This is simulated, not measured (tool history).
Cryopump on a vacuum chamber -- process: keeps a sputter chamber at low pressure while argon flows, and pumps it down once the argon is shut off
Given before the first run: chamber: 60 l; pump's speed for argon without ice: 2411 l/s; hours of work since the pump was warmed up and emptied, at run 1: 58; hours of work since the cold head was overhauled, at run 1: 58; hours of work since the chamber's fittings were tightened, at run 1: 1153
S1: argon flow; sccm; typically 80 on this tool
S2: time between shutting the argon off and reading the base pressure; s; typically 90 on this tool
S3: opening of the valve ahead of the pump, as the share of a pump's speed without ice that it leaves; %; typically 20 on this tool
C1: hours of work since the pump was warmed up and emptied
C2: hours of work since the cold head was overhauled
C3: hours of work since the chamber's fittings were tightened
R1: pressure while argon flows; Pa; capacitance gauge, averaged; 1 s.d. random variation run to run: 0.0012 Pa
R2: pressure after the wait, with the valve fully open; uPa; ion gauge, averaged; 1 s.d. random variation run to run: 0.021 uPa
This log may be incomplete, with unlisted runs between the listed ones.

run,hour,S1,S2,S3,C1,C2,C3,R1,R2
1,0,80,90,20,58,58,1153,0.2822,0.79
2,15.4,80,90,20,68,68,1163,0.2812,0.8
3,33.2,80,90,20,79,79,1174,0.2826,0.79
4,45.5,80,90,20,86,86,1182,0.28,0.76
5,55.9,80,90,20,93,93,1188,0.2807,0.78
6,66.6,40,90,20,100,100,1195,0.141,0.72
7,75.9,123,90,57,105,105,1201,0.1544,0.78
8,87.5,80,30,20,113,113,1208,0.2823,1.47
9,96.1,36,90,20,118,118,1213,0.1275,0.78
10,114.7,36,90,20,130,130,1225,0.1281,0.73
11,123.8,36,90,20,135,135,1231,0.1291,0.75
12,141.4,36,90,20,146,146,1242,0.1262,0.8

Alternative continuations, all from the tool just after run 12; predict every row:
A,156.5,36,70,20,156,156,1251,?,?
B,156.5,80,145,42,156,156,1251,?,?
C,156.5,41,47,24,156,156,1251,?,?

run,R1,R2
A,0.1268,0.89
B,0.1361,0.68
C,0.1208,1.04
The same runs, with their run-to-run variation unchanged, on a tool lacking any hidden condition would have given:
run,R1,R2
A,0.1258,0.55
B,0.1337,0.34
C,0.1196,0.71
